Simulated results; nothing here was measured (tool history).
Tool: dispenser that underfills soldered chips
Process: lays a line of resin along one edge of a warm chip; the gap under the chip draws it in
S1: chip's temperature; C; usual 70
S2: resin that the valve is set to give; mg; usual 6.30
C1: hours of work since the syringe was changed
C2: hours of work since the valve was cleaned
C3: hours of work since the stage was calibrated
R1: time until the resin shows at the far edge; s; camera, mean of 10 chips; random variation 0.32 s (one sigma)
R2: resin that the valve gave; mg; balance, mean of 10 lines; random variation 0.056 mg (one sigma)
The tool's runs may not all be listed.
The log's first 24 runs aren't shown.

run   hour  S1    S2  C1   C2   C3    R1    R2
 25  283.6  74  8.18   9   77  520  15.0  7.90
     286.7  -- new syringe of resin
 26  294.4  77  5.42   6   85  527  11.6  5.29
     301.7  -- new syringe of resin
 27  308.8  77  5.42   5   95  537  12.1  5.22
     316.6  -- new syringe of resin
 28  321.3  57  7.73   3  104  546  31.9  7.29
 29  329.5  69  6.83   9  109  552  19.5  6.58
     332.8  -- new syringe of resin
 30  340.4  79  7.40   5  117  559  10.2  7.12
     348.1  -- new syringe of resin
 31  355.6  74  6.43   5  128  570  13.1  6.00
     363.6  -- new syringe of resin
 32  367.3  78  6.62   3  136  578   9.6  6.23
     378.6  -- new syringe of resin
 33  380.0  63  5.52   1  145  587  22.4  5.14
     384.0  -- dispensing valve cleaned and set on the balance
 34  393.8  69  7.40  10    7  596  21.0  7.38
     395.5  -- new syringe of resin
 35  402.7  78  5.64   5   13  602  10.5  5.58
     411.3  -- new syringe of resin
 36  411.3  64  5.98   0   19  608  19.8  5.86

3 ways to go on from here, each from the tool as it stands after run 36. What would each give?
     426.5  -- new syringe of resin
  A  427.0  61  6.23   0  30  619   ?   ?
     426.5  -- new syringe of resin
  B  427.0  74  5.64   0  30  619   ?   ?
     426.5  -- new syringe of resin
  C  427.0  84  5.94   0  30  619   ?   ?

run    R1    R2
  A  24.2  6.06
  B  11.1  5.54
  C   6.9  5.76
Without the tool's hidden state the same runs would have given:
run    R1    R2
  A  18.6  6.14
  B   8.5  5.61
  C   5.5  5.84
